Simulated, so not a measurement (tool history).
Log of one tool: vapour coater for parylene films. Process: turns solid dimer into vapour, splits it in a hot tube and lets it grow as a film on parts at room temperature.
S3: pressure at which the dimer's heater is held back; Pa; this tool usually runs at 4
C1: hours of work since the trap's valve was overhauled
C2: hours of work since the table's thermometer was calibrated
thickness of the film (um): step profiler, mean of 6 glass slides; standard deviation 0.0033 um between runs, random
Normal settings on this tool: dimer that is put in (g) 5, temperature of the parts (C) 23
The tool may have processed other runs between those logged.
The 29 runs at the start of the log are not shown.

run 30 hour=1104.8 | dimer_that_is_put_in_(g)=5 temperature_of_the_parts_(C)=18 S3=9.3 | C1=84 C2=1290 | thickness_of_the_film_(um)=0.844
run 31 hour=1154.3 | dimer_that_is_put_in_(g)=5 temperature_of_the_parts_(C)=20 S3=10.42 | C1=115 C2=1322 | thickness_of_the_film_(um)=0.759
run 32 hour=1197.8 | dimer_that_is_put_in_(g)=5 temperature_of_the_parts_(C)=33 S3=4.68 | C1=143 C2=1349 | thickness_of_the_film_(um)=0.569
run 33 hour=1225.8 | dimer_that_is_put_in_(g)=2 temperature_of_the_parts_(C)=25 S3=3.44 | C1=161 C2=1367 | thickness_of_the_film_(um)=0.333
run 34 hour=1264.9 | dimer_that_is_put_in_(g)=5 temperature_of_the_parts_(C)=23 S3=7.77 | C1=186 C2=1392 | thickness_of_the_film_(um)=0.732
run 35 hour=1305.3 | dimer_that_is_put_in_(g)=5 temperature_of_the_parts_(C)=16 S3=4 | C1=212 C2=1418 | thickness_of_the_film_(um)=1.093
run 36 hour=1328.3 | dimer_that_is_put_in_(g)=2 temperature_of_the_parts_(C)=33 S3=3.98 | C1=226 C2=1433 | thickness_of_the_film_(um)=0.238
run 37 hour=1368 | dimer_that_is_put_in_(g)=6 temperature_of_the_parts_(C)=35 S3=2.17 | C1=252 C2=1458 | thickness_of_the_film_(um)=0.753
run 38 hour=1395.2 | dimer_that_is_put_in_(g)=6 temperature_of_the_parts_(C)=35 S3=2.17 | C1=269 C2=1475 | thickness_of_the_film_(um)=0.75

Forecast each of these 5 alternatives for the next run:
run A hour=1433.5 | dimer_that_is_put_in_(g)=4 temperature_of_the_parts_(C)=23 S3=3.53 | C1=293 C2=1500 | thickness_of_the_film_(um)=?
run B hour=1433.5 | dimer_that_is_put_in_(g)=4 temperature_of_the_parts_(C)=16 S3=8.58 | C1=293 C2=1500 | thickness_of_the_film_(um)=?
run C hour=1433.5 | dimer_that_is_put_in_(g)=5 temperature_of_the_parts_(C)=22 S3=4.92 | C1=293 C2=1500 | thickness_of_the_film_(um)=?
run D hour=1433.5 | dimer_that_is_put_in_(g)=6 temperature_of_the_parts_(C)=35 S3=5.24 | C1=293 C2=1500 | thickness_of_the_film_(um)=?
run E hour=1433.5 | dimer_that_is_put_in_(g)=9 temperature_of_the_parts_(C)=17 S3=4.88 | C1=293 C2=1500 | thickness_of_the_film_(um)=?

run=A thickness_of_the_film_(um)=0.694
run=B thickness_of_the_film_(um)=0.736
run=C thickness_of_the_film_(um)=0.84
run=D thickness_of_the_film_(um)=0.628
run=E thickness_of_the_film_(um)=1.818
With the hidden condition removed and each run's random variation left untouched, the same runs would have given:
run=A thickness_of_the_film_(um)=0.695
run=B thickness_of_the_film_(um)=0.737
run=C thickness_of_the_film_(um)=0.841
run=D thickness_of_the_film_(um)=0.629
run=E thickness_of_the_film_(um)=1.82
